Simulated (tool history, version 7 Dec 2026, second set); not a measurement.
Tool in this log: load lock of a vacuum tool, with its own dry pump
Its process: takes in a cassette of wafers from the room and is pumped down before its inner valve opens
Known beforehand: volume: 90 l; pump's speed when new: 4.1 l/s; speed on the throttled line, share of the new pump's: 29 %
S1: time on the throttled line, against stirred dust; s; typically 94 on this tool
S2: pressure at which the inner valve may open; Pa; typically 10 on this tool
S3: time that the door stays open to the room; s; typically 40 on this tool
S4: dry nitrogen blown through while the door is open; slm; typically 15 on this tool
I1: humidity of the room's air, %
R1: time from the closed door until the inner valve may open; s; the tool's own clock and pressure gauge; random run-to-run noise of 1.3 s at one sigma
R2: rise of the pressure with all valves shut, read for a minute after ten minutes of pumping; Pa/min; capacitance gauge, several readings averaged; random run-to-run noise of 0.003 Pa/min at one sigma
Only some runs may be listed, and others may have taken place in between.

run 1 hour=0 | S1=94 S2=10 S3=40 S4=15 | I1=44.9 | R1=281.3 R2=0.014
run 2 hour=92.1 | S1=94 S2=10 S3=40 S4=15 | I1=46.2 | R1=279.6 R2=0.024
run 3 hour=179.3 | S1=94 S2=10 S3=40 S4=17 | I1=49.2 | R1=280.3 R2=0.025
run 4 hour=274 | S1=94 S2=10 S3=40 S4=17 | I1=46.9 | R1=279.4 R2=0.019
run 5 hour=339.4 | S1=94 S2=10 S3=40 S4=17 | I1=43.4 | R1=280.3 R2=0.021
run 6 hour=453.4 | S1=94 S2=10 S3=40 S4=17 | I1=48.5 | R1=279.7 R2=0.031
run 7 hour=510.9 | S1=94 S2=10 S3=40 S4=15 | I1=44.1 | R1=281.3 R2=0.022
run 8 hour=601.5 | S1=94 S2=10 S3=40 S4=15 | I1=43 | R1=280.1 R2=0.022
run 9 hour=704 | S1=94 S2=10 S3=40 S4=15 | I1=45.4 | R1=284.6 R2=0.024
run 10 hour=760.5 | S1=94 S2=10 S3=40 S4=15 | I1=46.1 | R1=281.6 R2=0.025
run 11 hour=861.6 | S1=94 S2=10 S3=40 S4=15 | I1=44.2 | R1=282 R2=0.022
run 12 hour=980.6 | S1=94 S2=10 S3=40 S4=15 | I1=45.3 | R1=284 R2=0.027
run 13 hour=1081.6 | S1=94 S2=10 S3=40 S4=15 | I1=46.1 | R1=283.2 R2=0.024
run 14 hour=1136.2 | S1=74 S2=10 S3=40 S4=15 | I1=46.5 | R1=267.7 R2=0.027
run 15 hour=1245.8 | S1=94 S2=10 S3=40 S4=24 | I1=46.3 | R1=283.1 R2=0.02
run 16 hour=1341.8 | S1=124 S2=10 S3=40 S4=15 | I1=46.4 | R1=300 R2=0.023
run 17 hour=1417.7 | S1=162 S2=10 S3=40 S4=15 | I1=47.3 | R1=329.5 R2=0.025
run 18 hour=1508.8 | S1=94 S2=10 S3=40 S4=15 | I1=43.1 | R1=283 R2=0.027
run 19 hour=1616.7 | S1=94 S2=10 S3=40 S4=15 | I1=45.3 | R1=284.4 R2=0.024
run 20 hour=1683.8 | S1=94 S2=8 S3=67 S4=15 | I1=42.4 | R1=291.4 R2=0.036
run 21 hour=1790.1 | S1=94 S2=8 S3=67 S4=15 | I1=45 | R1=290.6 R2=0.032
run 22 hour=1844.1 | S1=58 S2=8 S3=72 S4=20 | I1=42.8 | R1=265.7 R2=0.024
run 23 hour=1957.6 | S1=58 S2=8 S3=72 S4=20 | I1=44.2 | R1=266.7 R2=0.031
run 24 hour=2080.6 | S1=94 S2=17 S3=40 S4=15 | I1=46.1 | R1=269.3 R2=0.026
run 25 hour=2170.5 | S1=135 S2=11 S3=210 S4=26 | I1=43.4 | R1=309.9 R2=0.041
run 26 hour=2273.6 | S1=135 S2=11 S3=210 S4=26 | I1=46.4 | R1=311.2 R2=0.041
run 27 hour=2383.9 | S1=135 S2=11 S3=210 S4=26 | I1=49 | R1=309.6 R2=0.042
run 28 hour=2466.9 | S1=94 S2=10 S3=61 S4=15 | I1=46.8 | R1=287.4 R2=0.039
run 29 hour=2519.6 | S1=94 S2=10 S3=61 S4=15 | I1=47.8 | R1=286.2 R2=0.032

Run 30 has not been measured yet. What should we expect?
run 30 hour=2574.4 | S1=94 S2=10 S3=40 S4=19 | I1=44.1 | R1=? R2=?

{"run 30": {"R1": 287.2, "R2": 0.025}}
Without the tool's hidden state the same run would have given R1 272.5 s, R2 0.011 Pa/min.
